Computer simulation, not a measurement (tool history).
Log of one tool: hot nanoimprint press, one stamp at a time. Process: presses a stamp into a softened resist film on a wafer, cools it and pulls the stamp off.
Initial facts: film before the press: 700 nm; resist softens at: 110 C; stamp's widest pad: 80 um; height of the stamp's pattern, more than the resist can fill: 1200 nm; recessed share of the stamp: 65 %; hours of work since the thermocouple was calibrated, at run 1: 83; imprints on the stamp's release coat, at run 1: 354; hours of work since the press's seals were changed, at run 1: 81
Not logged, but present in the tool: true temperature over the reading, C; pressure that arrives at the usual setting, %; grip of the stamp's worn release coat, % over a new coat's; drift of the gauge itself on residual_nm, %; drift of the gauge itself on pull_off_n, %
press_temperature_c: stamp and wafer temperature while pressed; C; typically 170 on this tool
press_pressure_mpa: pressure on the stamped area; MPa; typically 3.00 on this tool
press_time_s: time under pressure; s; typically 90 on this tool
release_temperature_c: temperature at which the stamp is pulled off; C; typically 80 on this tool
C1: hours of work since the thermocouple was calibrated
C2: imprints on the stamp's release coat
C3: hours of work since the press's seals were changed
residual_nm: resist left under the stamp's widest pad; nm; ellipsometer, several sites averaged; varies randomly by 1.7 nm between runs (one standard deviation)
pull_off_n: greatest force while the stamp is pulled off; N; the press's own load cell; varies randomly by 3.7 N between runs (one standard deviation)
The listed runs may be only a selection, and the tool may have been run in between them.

Run 1, hour 0.0: usual settings; C1 83; C2 354; C3 81. Result: residual_nm 271.9 nm, pull_off_n 177 N.
Run 2, hour 5.1: usual settings but press_pressure_mpa 4.35 MPa; C1 86; C2 376; C3 84. Result: residual_nm 218.2 nm, pull_off_n 174 N.
Run 3, hour 10.1: usual settings but release_temperature_c 84 C; C1 90; C2 396; C3 88. Result: residual_nm 272.8 nm, pull_off_n 168 N.
Run 4, hour 14.8: usual settings but release_temperature_c 84 C; C1 93; C2 416; C3 91. Result: residual_nm 274.4 nm, pull_off_n 173 N.
Run 5, hour 22.9: usual settings but release_temperature_c 84 C; C1 99; C2 450; C3 97. Result: residual_nm 276.3 nm, pull_off_n 167 N.
Run 6, hour 32.4: usual settings but release_temperature_c 84 C; C1 106; C2 490; C3 104. Result: residual_nm 270.6 nm, pull_off_n 172 N.
Run 7, hour 42.4: usual settings; C1 113; C2 532; C3 111. Result: residual_nm 275.7 nm, pull_off_n 175 N.
Run 8, hour 50.8: usual settings; C1 119; C2 568; C3 117. Result: residual_nm 277.2 nm, pull_off_n 172 N.
Run 9, hour 61.7: usual settings; C1 127; C2 613; C3 125. Result: residual_nm 275.3 nm, pull_off_n 172 N.
Run 10, hour 66.9: usual settings; C1 130; C2 635; C3 128. Result: residual_nm 277.7 nm, pull_off_n 176 N.
Run 11, hour 74.6: usual settings; C1 136; C2 667; C3 134. Result: residual_nm 271.9 nm, pull_off_n 178 N.
Run 12, hour 84.2: usual settings; C1 143; C2 707; C3 141. Result: residual_nm 275.1 nm, pull_off_n 179 N.
Run 13, hour 94.0: usual settings; C1 150; C2 749; C3 148. Result: residual_nm 272.8 nm, pull_off_n 181 N.
Run 14, hour 101.7: usual settings; C1 155; C2 781; C3 153. Result: residual_nm 273.5 nm, pull_off_n 180 N.
Run 15, hour 109.4: usual settings; C1 160; C2 813; C3 159. Result: residual_nm 274.0 nm, pull_off_n 173 N.
Run 16, hour 115.8: usual settings but press_temperature_c 163 C, press_time_s 121 s; C1 165; C2 840; C3 163. Result: residual_nm 369.3 nm, pull_off_n 187 N.
Run 17, hour 122.3: usual settings but press_pressure_mpa 1.82 MPa, press_time_s 51 s, release_temperature_c 77 C; C1 170; C2 867; C3 168. Result: residual_nm 425.4 nm, pull_off_n 185 N.
Run 18, hour 131.3: usual settings but press_time_s 82 s; C1 176; C2 905; C3 174. Result: residual_nm 283.5 nm, pull_off_n 184 N.
Run 19, hour 139.2: usual settings but press_temperature_c 172 C; C1 182; C2 938; C3 180. Result: residual_nm 244.1 nm, pull_off_n 177 N.
Run 20, hour 144.3: usual settings but press_pressure_mpa 2.45 MPa, press_time_s 48 s, release_temperature_c 87 C; C1 185; C2 960; C3 183. Result: residual_nm 374.2 nm, pull_off_n 170 N.
Run 21, hour 154.5: usual settings but press_temperature_c 178 C, release_temperature_c 76 C; C1 193; C2 1003; C3 191. Result: residual_nm 177.1 nm, pull_off_n 181 N.
Run 22, hour 159.9: usual settings but press_temperature_c 178 C, release_temperature_c 76 C; C1 196; C2 1026; C3 195. Result: residual_nm 176.9 nm, pull_off_n 181 N.
Run 23, hour 168.5: usual settings but press_temperature_c 178 C, release_temperature_c 76 C; C1 203; C2 1062; C3 201. Result: residual_nm 177.1 nm, pull_off_n 191 N.
Run 24, hour 176.9: usual settings but press_temperature_c 178 C, release_temperature_c 76 C; C1 209; C2 1097; C3 207. Result: residual_nm 175.1 nm, pull_off_n 185 N.
Run 25, hour 185.3: usual settings but press_temperature_c 165 C, press_pressure_mpa 2.41 MPa, press_time_s 114 s; C1 215; C2 1132; C3 213. Result: residual_nm 379.6 nm, pull_off_n 174 N.
Run 26, hour 196.0: usual settings but press_pressure_mpa 3.95 MPa, press_time_s 172 s; C1 222; C2 1177; C3 220. Result: residual_nm 185.6 nm, pull_off_n 182 N.
Run 27, hour 200.4: usual settings but press_temperature_c 158 C, press_pressure_mpa 2.06 MPa, press_time_s 70 s, release_temperature_c 66 C; C1 225; C2 1196; C3 223. Result: residual_nm 586.7 nm, pull_off_n 218 N.
Run 28, hour 207.5: usual settings but press_temperature_c 168 C, press_pressure_mpa 3.04 MPa, press_time_s 176 s, release_temperature_c 76 C; C1 230; C2 1225; C3 228. Result: residual_nm 243.7 nm, pull_off_n 181 N.
Run 29, hour 213.8: usual settings but press_temperature_c 168 C, press_pressure_mpa 3.04 MPa, press_time_s 176 s, release_temperature_c 76 C; C1 235; C2 1252; C3 233. Result: residual_nm 243.2 nm, pull_off_n 188 N.

Forecast each of these 4 alternatives for the next run:
Run A, hour 222.0: usual settings but press_time_s 154 s; C1 241; C2 1286; C3 239. Result: residual_nm ?, pull_off_n ?.
Run B, hour 222.0: usual settings but press_temperature_c 161 C, press_pressure_mpa 2.23 MPa, press_time_s 136 s; C1 241; C2 1286; C3 239. Result: residual_nm ?, pull_off_n ?.
Run C, hour 222.0: usual settings but press_temperature_c 164 C, press_pressure_mpa 2.37 MPa, release_temperature_c 83 C; C1 241; C2 1286; C3 239. Result: residual_nm ?, pull_off_n ?.
Run D, hour 222.0: usual settings but press_temperature_c 168 C, press_pressure_mpa 2.83 MPa, press_time_s 71 s, release_temperature_c 76 C; C1 241; C2 1286; C3 239. Result: residual_nm ?, pull_off_n ?.

run  residual_nm  pull_off_n
  A        229.2         186
  B        458.0         174
  C        429.8         174
  D        341.9         186
With the hidden condition removed and each run's random variation left untouched, the same runs would have given:
run  residual_nm  pull_off_n
  A        228.9         183
  B        457.4         172
  C        429.3         171
  D        341.4         183
